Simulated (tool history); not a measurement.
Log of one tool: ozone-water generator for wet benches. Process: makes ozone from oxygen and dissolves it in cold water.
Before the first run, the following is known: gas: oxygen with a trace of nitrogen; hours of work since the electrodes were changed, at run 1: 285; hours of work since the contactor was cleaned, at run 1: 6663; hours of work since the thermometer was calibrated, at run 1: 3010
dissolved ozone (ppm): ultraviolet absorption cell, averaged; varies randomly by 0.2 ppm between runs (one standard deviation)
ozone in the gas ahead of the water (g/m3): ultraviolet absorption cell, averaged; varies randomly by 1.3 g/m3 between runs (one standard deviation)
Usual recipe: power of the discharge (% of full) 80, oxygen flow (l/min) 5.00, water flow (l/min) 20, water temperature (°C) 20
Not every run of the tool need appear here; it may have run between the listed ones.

run,hour,power of the discharge (% of full),oxygen flow (l/min),water flow (l/min),water temperature (°C),hours of work since the electrodes were changed,hours of work since the contactor was cleaned,hours of work since the thermometer was calibrated,dissolved ozone (ppm),ozone in the gas ahead of the water (g/m3)
1,0.0,80,5.00,20,20,285,6663,3010,29.2,253.6
2,17.9,80,5.00,20,20,298,6676,3023,29.5,251.3
3,39.3,80,5.00,20,20,314,6692,3039,29.9,250.3
4,59.9,80,5.00,20,20,329,6707,3054,29.3,249.0
5,79.0,80,5.00,20,20,343,6721,3068,29.6,251.5
6,114.4,80,5.00,20,16,369,6747,3094,31.1,250.1
7,146.2,80,5.00,17,20,392,6770,3117,33.0,250.4
8,183.6,80,5.00,17,20,419,6798,3144,32.8,251.6
9,220.2,80,5.00,17,20,446,6825,3171,32.8,251.5
10,249.8,80,5.00,17,20,468,6846,3193,32.7,252.8
11,274.6,80,5.00,17,20,486,6864,3211,33.1,249.1
12,302.6,80,5.00,25,20,507,6885,3232,24.8,253.4
13,337.6,80,5.00,20,20,532,6911,3257,29.9,251.5
14,374.6,80,5.00,20,20,560,6938,3285,29.6,250.8
15,409.0,80,5.00,20,20,585,6963,3310,29.6,252.0
16,441.7,80,5.00,20,20,609,6987,3334,29.6,252.2
17,467.5,80,5.00,20,20,628,7006,3353,29.3,251.4
18,508.5,93,4.81,20,27,658,7036,3383,29.6,283.8
19,546.8,94,4.59,20,16,686,7064,3411,34.5,292.4
20,580.2,94,4.59,20,16,710,7089,3435,34.8,294.5
21,604.5,94,4.59,20,16,728,7106,3453,34.8,292.9
22,644.7,60,5.00,16,17,758,7136,3483,30.1,211.3
23,667.3,60,5.00,16,17,774,7153,3499,30.3,210.8
# hour 698.3: contactor cleaned
24,700.8,62,5.00,20,19,796,2,3521,25.6,214.1
25,728.9,77,5.00,30,20,817,22,3542,20.7,245.7
26,763.4,75,5.00,30,20,842,48,3567,20.6,240.7
27,801.7,40,5.00,20,22,870,76,3595,18.7,163.0
# hour 825.3: water thermometer calibrated
28,838.1,80,4.84,24,20,896,102,9,25.9,256.6
29,876.4,99,4.84,24,20,924,130,37,29.7,293.5
30,907.8,99,4.84,24,20,947,153,60,29.4,289.5
31,931.9,93,5.00,20,16,965,171,78,34.2,279.4
32,964.1,44,7.37,31,15,989,195,102,15.0,133.5
33,985.0,44,7.37,31,15,1004,210,117,15.0,134.9
34,1021.0,44,3.64,31,25,1030,236,143,13.3,212.4

Hidden condition of the tool, last listed run before each entry between runs versus first listed run after:
Between runs 23 and 24: contactor cleaned (hour 698.3)
  contactor's efficiency, % of a clean one's: 99.7 -> 100
Between runs 27 and 28: water thermometer calibrated (hour 825.3)
  true water temperature over the reading, C: 0.01 -> 0
